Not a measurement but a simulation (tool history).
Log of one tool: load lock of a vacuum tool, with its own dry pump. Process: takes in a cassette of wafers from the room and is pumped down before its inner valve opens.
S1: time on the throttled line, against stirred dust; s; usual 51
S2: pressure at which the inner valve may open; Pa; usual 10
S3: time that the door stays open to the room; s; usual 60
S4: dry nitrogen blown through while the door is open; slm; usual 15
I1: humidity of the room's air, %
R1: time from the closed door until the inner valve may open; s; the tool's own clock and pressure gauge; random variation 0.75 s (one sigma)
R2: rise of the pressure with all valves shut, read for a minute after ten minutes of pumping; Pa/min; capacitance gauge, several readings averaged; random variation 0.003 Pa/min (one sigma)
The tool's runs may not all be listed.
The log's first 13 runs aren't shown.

{"run": 14, "day": 114.975, "S1": 51, "S2": 11, "S3": 60, "S4": 5, "I1": 43.6, "R1": 112.9, "R2": 0.021}
{"run": 15, "day": 125.125, "S1": 58, "S2": 11, "S3": 60, "S4": 5, "I1": 45.7, "R1": 118.8, "R2": 0.032}
{"run": 16, "day": 136.138, "S1": 58, "S2": 11, "S3": 60, "S4": 5, "I1": 47.6, "R1": 119.6, "R2": 0.027}
{"run": 17, "day": 141.146, "S1": 69, "S2": 10, "S3": 60, "S4": 15, "I1": 43.6, "R1": 128.1, "R2": 0.016}
{"run": 18, "day": 150.142, "S1": 51, "S2": 10, "S3": 60, "S4": 34, "I1": 44.4, "R1": 115.8, "R2": 0.007}
{"run": 19, "day": 156.454, "S1": 33, "S2": 10, "S3": 60, "S4": 15, "I1": 46.6, "R1": 101.0, "R2": 0.017}
{"run": 20, "day": 168.112, "S1": 61, "S2": 10, "S3": 100, "S4": 15, "I1": 46.1, "R1": 122.8, "R2": 0.027}
{"run": 21, "day": 178.875, "S1": 61, "S2": 10, "S3": 100, "S4": 15, "I1": 44.0, "R1": 121.6, "R2": 0.022}
{"run": 22, "day": 185.796, "S1": 49, "S2": 8, "S3": 27, "S4": 15, "I1": 46.4, "R1": 115.6, "R2": 0.009}
{"run": 23, "day": 192.588, "S1": 49, "S2": 8, "S3": 27, "S4": 15, "I1": 43.8, "R1": 115.2, "R2": 0.014}
{"run": 24, "day": 198.542, "S1": 27, "S2": 10, "S3": 58, "S4": 5, "I1": 45.8, "R1": 96.9, "R2": 0.03}
{"run": 25, "day": 209.379, "S1": 27, "S2": 10, "S3": 58, "S4": 5, "I1": 49.8, "R1": 98.2, "R2": 0.029}
{"run": 26, "day": 218.762, "S1": 27, "S2": 10, "S3": 58, "S4": 5, "I1": 40.9, "R1": 98.0, "R2": 0.022}
{"run": 27, "day": 226.429, "S1": 27, "S2": 10, "S3": 58, "S4": 5, "I1": 42.8, "R1": 98.0, "R2": 0.024}
{"run": 28, "day": 238.246, "S1": 74, "S2": 12, "S3": 60, "S4": 5, "I1": 44.2, "R1": 129.3, "R2": 0.029}
{"run": 29, "day": 249.717, "S1": 74, "S2": 12, "S3": 60, "S4": 5, "I1": 42.9, "R1": 128.8, "R2": 0.024}
{"run": 30, "day": 259.379, "S1": 74, "S2": 12, "S3": 60, "S4": 5, "I1": 47.9, "R1": 129.1, "R2": 0.026}
{"run": 31, "day": 271.004, "S1": 82, "S2": 12, "S3": 187, "S4": 16, "I1": 45.1, "R1": 134.8, "R2": 0.034}
{"run": 32, "day": 278.438, "S1": 51, "S2": 19, "S3": 204, "S4": 15, "I1": 43.1, "R1": 109.3, "R2": 0.039}
{"run": 33, "day": 286.921, "S1": 51, "S2": 19, "S3": 204, "S4": 15, "I1": 44.5, "R1": 107.9, "R2": 0.038}

Forecast each of these 5 alternatives for the next run:
{"run": "A", "day": 298.171, "S1": 51, "S2": 16, "S3": 28, "S4": 8, "I1": 45.7, "R1": "?", "R2": "?"}
{"run": "B", "day": 298.171, "S1": 51, "S2": 10, "S3": 54, "S4": 20, "I1": 42.5, "R1": "?", "R2": "?"}
{"run": "C", "day": 298.171, "S1": 51, "S2": 11, "S3": 76, "S4": 15, "I1": 43.1, "R1": "?", "R2": "?"}
{"run": "D", "day": 298.171, "S1": 29, "S2": 10, "S3": 60, "S4": 15, "I1": 43.3, "R1": "?", "R2": "?"}
{"run": "E", "day": 298.171, "S1": 51, "S2": 10, "S3": 60, "S4": 9, "I1": 43.0, "R1": "?", "R2": "?"}

run=A R1=109.5 R2=0.019
run=B R1=115.2 R2=0.016
run=C R1=113.1 R2=0.016
run=D R1=99.3 R2=0.018
run=E R1=114.0 R2=0.028
Without the tool's hidden state the same runs would have given:
run=A R1=109.5 R2=0.018
run=B R1=115.2 R2=0.016
run=C R1=113.1 R2=0.016
run=D R1=99.3 R2=0.017
run=E R1=114.0 R2=0.028
